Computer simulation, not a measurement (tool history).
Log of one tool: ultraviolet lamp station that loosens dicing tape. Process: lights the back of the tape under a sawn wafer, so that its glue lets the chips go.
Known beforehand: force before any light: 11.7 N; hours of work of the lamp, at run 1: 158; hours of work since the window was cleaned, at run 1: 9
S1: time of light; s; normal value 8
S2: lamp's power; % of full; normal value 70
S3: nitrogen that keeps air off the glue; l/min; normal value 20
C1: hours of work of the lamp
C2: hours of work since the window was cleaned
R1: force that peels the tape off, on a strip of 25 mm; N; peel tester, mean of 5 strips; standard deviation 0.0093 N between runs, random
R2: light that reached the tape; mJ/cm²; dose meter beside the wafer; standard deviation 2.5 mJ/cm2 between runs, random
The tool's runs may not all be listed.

Run 1, hour 0: usual settings; C1 158; C2 9. Result: R1 0.375 N, R2 297 mJ/cm².
Run 2, hour 4.1: usual settings but S2 85 % of full; C1 160; C2 12. Result: R1 0.274 N, R2 361 mJ/cm².
Run 3, hour 12.4: usual settings but S2 85 % of full; C1 165; C2 16. Result: R1 0.271 N, R2 361 mJ/cm².
Run 4, hour 21.4: usual settings but S2 85 % of full; C1 170; C2 21. Result: R1 0.27 N, R2 356 mJ/cm².
Run 5, hour 29.8: usual settings but S2 85 % of full; C1 174; C2 26. Result: R1 0.269 N, R2 363 mJ/cm².
Run 6, hour 39.7: usual settings but S2 85 % of full, S3 10 l/min; C1 180; C2 31. Result: R1 0.481 N, R2 362 mJ/cm².
Run 7, hour 43.8: usual settings but S2 85 % of full, S3 37 l/min; C1 182; C2 33. Result: R1 0.218 N, R2 359 mJ/cm².
Run 8, hour 50.3: usual settings but S1 6 s, S2 85 % of full, S3 37 l/min; C1 185; C2 37. Result: R1 0.3 N, R2 275 mJ/cm².
Run 9, hour 60: usual settings but S1 9 s, S2 83 % of full, S3 15 l/min; C1 191; C2 42. Result: R1 0.291 N, R2 397 mJ/cm².
Run 10, hour 68.9: usual settings but S1 15 s, S3 30 l/min; C1 196; C2 47. Result: R1 0.199 N, R2 556 mJ/cm².
Run 11, hour 76.4: usual settings but S1 15 s, S3 30 l/min; C1 200; C2 51. Result: R1 0.201 N, R2 565 mJ/cm².

Predict each of these 5 candidate next runs independently; none follows another, all start after run 11:
Run A, hour 80.6: usual settings but S1 15 s, S2 67 % of full, S3 12 l/min; C1 202; C2 54. Result: R1 ?, R2 ?.
Run B, hour 80.6: usual settings but S1 12 s, S2 80 % of full, S3 11 l/min; C1 202; C2 54. Result: R1 ?, R2 ?.
Run C, hour 80.6: usual settings but S1 14 s, S2 62 % of full; C1 202; C2 54. Result: R1 ?, R2 ?.
Run D, hour 80.6: usual settings but S1 15 s, S2 84 % of full, S3 28 l/min; C1 202; C2 54. Result: R1 ?, R2 ?.
Run E, hour 80.6: usual settings but S2 74 % of full; C1 202; C2 54. Result: R1 ?, R2 ?.

run     R1   R2
  A  0.225  530
  B  0.249  508
  C  0.225  463
  D  0.198  670
  E  0.368  315
Without the tool's unlogged condition, the same runs would have read:
run     R1   R2
  A  0.225  531
  B  0.249  508
  C  0.225  463
  D  0.198  671
  E  0.367  316
